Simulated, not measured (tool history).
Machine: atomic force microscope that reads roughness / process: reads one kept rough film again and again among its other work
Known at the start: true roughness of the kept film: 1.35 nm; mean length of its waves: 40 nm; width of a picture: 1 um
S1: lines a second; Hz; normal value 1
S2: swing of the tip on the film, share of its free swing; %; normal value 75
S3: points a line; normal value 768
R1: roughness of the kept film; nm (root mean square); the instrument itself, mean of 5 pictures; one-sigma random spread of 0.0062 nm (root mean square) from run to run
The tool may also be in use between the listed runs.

{"run": 1, "hour": 0.0, "S1": 1, "S2": 75, "S3": 768, "R1": 1.191}
{"run": 2, "hour": 35.0, "S1": 1, "S2": 75, "S3": 768, "R1": 1.168}
{"run": 3, "hour": 59.3, "S1": 1, "S2": 75, "S3": 768, "R1": 1.164}
{"run": 4, "hour": 85.5, "S1": 1, "S2": 68, "S3": 768, "R1": 1.169}
{"run": 5, "hour": 113.6, "S1": 1, "S2": 68, "S3": 768, "R1": 1.162}
{"run": 6, "hour": 138.1, "S1": 1, "S2": 68, "S3": 768, "R1": 1.158}
{"hour": 159.1, "done": "new tip fitted"}
{"run": 7, "hour": 159.8, "S1": 1, "S2": 59, "S3": 768, "R1": 1.268}
{"run": 8, "hour": 190.2, "S1": 3.78, "S2": 75, "S3": 768, "R1": 0.981}
{"run": 9, "hour": 208.0, "S1": 1, "S2": 58, "S3": 768, "R1": 1.249}
{"run": 10, "hour": 233.4, "S1": 1, "S2": 58, "S3": 768, "R1": 1.235}
{"run": 11, "hour": 256.5, "S1": 1, "S2": 75, "S3": 768, "R1": 1.167}
{"run": 12, "hour": 274.9, "S1": 1, "S2": 75, "S3": 768, "R1": 1.151}
{"run": 13, "hour": 312.9, "S1": 1, "S2": 75, "S3": 768, "R1": 1.141}
{"run": 14, "hour": 332.9, "S1": 1, "S2": 61, "S3": 768, "R1": 1.182}
{"hour": 364.1, "done": "new tip fitted"}
{"run": 15, "hour": 371.4, "S1": 0.52, "S2": 75, "S3": 768, "R1": 1.249}
{"run": 16, "hour": 387.5, "S1": 1, "S2": 75, "S3": 768, "R1": 1.195}
{"run": 17, "hour": 411.8, "S1": 1, "S2": 75, "S3": 373, "R1": 1.177}
{"run": 18, "hour": 428.5, "S1": 1, "S2": 62, "S3": 768, "R1": 1.233}
{"run": 19, "hour": 445.7, "S1": 0.61, "S2": 83, "S3": 768, "R1": 1.176}
{"run": 20, "hour": 476.9, "S1": 0.61, "S2": 83, "S3": 768, "R1": 1.172}
{"run": 21, "hour": 501.8, "S1": 0.61, "S2": 83, "S3": 768, "R1": 1.157}
{"run": 22, "hour": 531.2, "S1": 1.5, "S2": 63, "S3": 287, "R1": 1.156}
{"run": 23, "hour": 556.5, "S1": 1.21, "S2": 83, "S3": 768, "R1": 1.066}
{"hour": 560.1, "done": "height scale calibrated on a step standard"}
{"hour": 571.2, "done": "new tip fitted"}
{"run": 24, "hour": 587.4, "S1": 1.21, "S2": 83, "S3": 924, "R1": 1.117}
{"run": 25, "hour": 604.5, "S1": 1, "S2": 67, "S3": 987, "R1": 1.211}
{"run": 26, "hour": 636.8, "S1": 0.91, "S2": 79, "S3": 535, "R1": 1.166}
{"run": 27, "hour": 653.6, "S1": 1.74, "S2": 70, "S3": 717, "R1": 1.133}
{"run": 28, "hour": 672.4, "S1": 1, "S2": 68, "S3": 359, "R1": 1.184}
{"run": 29, "hour": 697.9, "S1": 1, "S2": 68, "S3": 359, "R1": 1.171}
{"run": 30, "hour": 729.6, "S1": 1, "S2": 68, "S3": 359, "R1": 1.166}

Predict the results of run 31:
{"run": 31, "hour": 748.1, "S1": 2.72, "S2": 71, "S3": 542, "R1": "?"}

Logged for run 31: R1 1.026 nm (root mean square).
With no hidden state in the tool, this same run would have given R1 1.106 nm (root mean square).

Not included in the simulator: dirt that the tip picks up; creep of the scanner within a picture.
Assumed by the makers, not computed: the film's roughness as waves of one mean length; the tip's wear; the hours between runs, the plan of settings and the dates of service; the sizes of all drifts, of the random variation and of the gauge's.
